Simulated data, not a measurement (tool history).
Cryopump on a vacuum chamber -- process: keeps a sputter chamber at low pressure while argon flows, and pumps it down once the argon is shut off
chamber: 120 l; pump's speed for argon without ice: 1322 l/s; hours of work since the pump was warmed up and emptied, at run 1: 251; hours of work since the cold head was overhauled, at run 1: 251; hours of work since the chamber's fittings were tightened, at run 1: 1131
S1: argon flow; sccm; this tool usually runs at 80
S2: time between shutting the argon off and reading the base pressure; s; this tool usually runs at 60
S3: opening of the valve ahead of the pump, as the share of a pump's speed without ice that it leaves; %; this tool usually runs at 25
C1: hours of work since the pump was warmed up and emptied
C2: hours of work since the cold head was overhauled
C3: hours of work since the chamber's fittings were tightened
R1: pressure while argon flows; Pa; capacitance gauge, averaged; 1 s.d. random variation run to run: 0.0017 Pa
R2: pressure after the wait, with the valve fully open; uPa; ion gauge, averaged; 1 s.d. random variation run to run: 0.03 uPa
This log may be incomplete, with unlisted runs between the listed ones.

Run 1, day 0: usual settings; C1 251; C2 251; C3 1131. Result: R1 0.4235 Pa, R2 3 uPa.
Run 2, day 0.638: usual settings; C1 259; C2 259; C3 1139. Result: R1 0.4203 Pa, R2 2.91 uPa.
Run 3, day 1.342: usual settings; C1 268; C2 268; C3 1148. Result: R1 0.4211 Pa, R2 2.97 uPa.
Run 4, day 2.125: usual settings but S3 54 %; C1 277; C2 277; C3 1157. Result: R1 0.2008 Pa, R2 2.97 uPa.
Run 5, day 2.754: usual settings but S3 54 %; C1 285; C2 285; C3 1165. Result: R1 0.2007 Pa, R2 3 uPa.
Run 6, day 3.217: usual settings but S3 44 %; C1 290; C2 290; C3 1170. Result: R1 0.2448 Pa, R2 3.11 uPa.
Run 7, day 3.675: usual settings but S3 44 %; C1 296; C2 296; C3 1176. Result: R1 0.2461 Pa, R2 3.06 uPa.
Run 8, day 4.05: usual settings but S3 44 %; C1 300; C2 300; C3 1180. Result: R1 0.2457 Pa, R2 3.21 uPa.
Run 9, day 4.525: usual settings; C1 306; C2 306; C3 1186. Result: R1 0.42 Pa, R2 3.15 uPa.
Run 10, day 4.983: usual settings; C1 312; C2 312; C3 1192. Result: R1 0.4219 Pa, R2 3.03 uPa.
Run 11, day 5.579: usual settings; C1 319; C2 319; C3 1199. Result: R1 0.4241 Pa, R2 3.1 uPa.
Run 12, day 5.979: usual settings; C1 324; C2 324; C3 1204. Result: R1 0.4236 Pa, R2 3.2 uPa.
Run 13, day 6.567: usual settings; C1 331; C2 331; C3 1211. Result: R1 0.4242 Pa, R2 3.11 uPa.
Run 14, day 7.338: usual settings but S1 141 sccm; C1 340; C2 340; C3 1220. Result: R1 0.7462 Pa, R2 3.06 uPa.
Run 15, day 7.658: usual settings but S1 141 sccm; C1 344; C2 344; C3 1224. Result: R1 0.7415 Pa, R2 3.1 uPa.
Run 16, day 8.3: usual settings but S1 141 sccm; C1 352; C2 352; C3 1232. Result: R1 0.7457 Pa, R2 3.14 uPa.
Run 17, day 8.771: usual settings but S1 141 sccm, S3 19 %; C1 358; C2 358; C3 1238. Result: R1 0.9743 Pa, R2 3.18 uPa.
Run 18, day 9.258: usual settings but S2 25 s, S3 27 %; C1 363; C2 363; C3 1243. Result: R1 0.3935 Pa, R2 5.11 uPa.
Run 19, day 9.962: usual settings but S2 221 s; C1 372; C2 372; C3 1252. Result: R1 0.4227 Pa, R2 2.33 uPa.
Run 20, day 10.421: usual settings but S1 156 sccm, S2 77 s, S3 37 %; C1 378; C2 378; C3 1258. Result: R1 0.5667 Pa, R2 2.94 uPa.
Run 21, day 10.888: usual settings but S1 136 sccm, S2 202 s, S3 17 %; C1 383; C2 383; C3 1263. Result: R1 1.0445 Pa, R2 2.44 uPa.
Run 22, day 11.5: usual settings but S1 89 sccm, S2 104 s, S3 15 %; C1 391; C2 391; C3 1271. Result: R1 0.7735 Pa, R2 2.76 uPa.
Run 23, day 11.946: usual settings but S1 89 sccm, S2 104 s, S3 15 %; C1 396; C2 396; C3 1276. Result: R1 0.7796 Pa, R2 2.73 uPa.
Run 24, day 12.708: usual settings but S2 30 s; C1 405; C2 405; C3 1285. Result: R1 0.4268 Pa, R2 4.56 uPa.
Run 25, day 13.088: usual settings but S1 41 sccm, S2 72 s, S3 43 %; C1 410; C2 410; C3 1290. Result: R1 0.1293 Pa, R2 3.08 uPa.
Run 26, day 13.854: usual settings but S1 104 sccm, S2 35 s, S3 19 %; C1 419; C2 419; C3 1299. Result: R1 0.7253 Pa, R2 4.27 uPa.
Run 27, day 14.217: usual settings but S1 33 sccm, S2 27 s, S3 50 %; C1 423; C2 423; C3 1303. Result: R1 0.0915 Pa, R2 4.87 uPa.
Run 28, day 14.671: usual settings but S1 33 sccm, S2 27 s, S3 50 %; C1 429; C2 429; C3 1309. Result: R1 0.0923 Pa, R2 4.88 uPa.
Run 29, day 15.096: usual settings but S1 33 sccm, S2 27 s, S3 50 %; C1 434; C2 434; C3 1314. Result: R1 0.0918 Pa, R2 4.78 uPa.
Run 30, day 15.454: usual settings but S1 133 sccm, S2 197 s, S3 35 %; C1 438; C2 438; C3 1318. Result: R1 0.5183 Pa, R2 2.46 uPa.
Run 31, day 16.117: usual settings but S1 68 sccm, S2 66 s, S3 23 %; C1 446; C2 446; C3 1326. Result: R1 0.3939 Pa, R2 3.23 uPa.

Below are 4 alternative next runs, each starting from the tool's condition after run 31. Predict each:
Run A, day 16.796: usual settings; C1 455; C2 455; C3 1335. Result: R1 ?, R2 ?.
Run B, day 16.796: usual settings but S1 72 sccm, S2 20 s; C1 455; C2 455; C3 1335. Result: R1 ?, R2 ?.
Run C, day 16.796: usual settings but S1 41 sccm; C1 455; C2 455; C3 1335. Result: R1 ?, R2 ?.
Run D, day 16.796: usual settings but S1 51 sccm, S2 66 s, S3 44 %; C1 455; C2 455; C3 1335. Result: R1 ?, R2 ?.

run      R1    R2
  A  0.4289  3.45
  B  0.3849  5.93
  C  0.2181  3.43
  D  0.1597  3.36
Without the tool's unlogged condition, the same runs would have read:
run      R1    R2
  A    0.41  1.47
  B   0.368  3.95
  C  0.2085  1.46
  D  0.1477  1.36
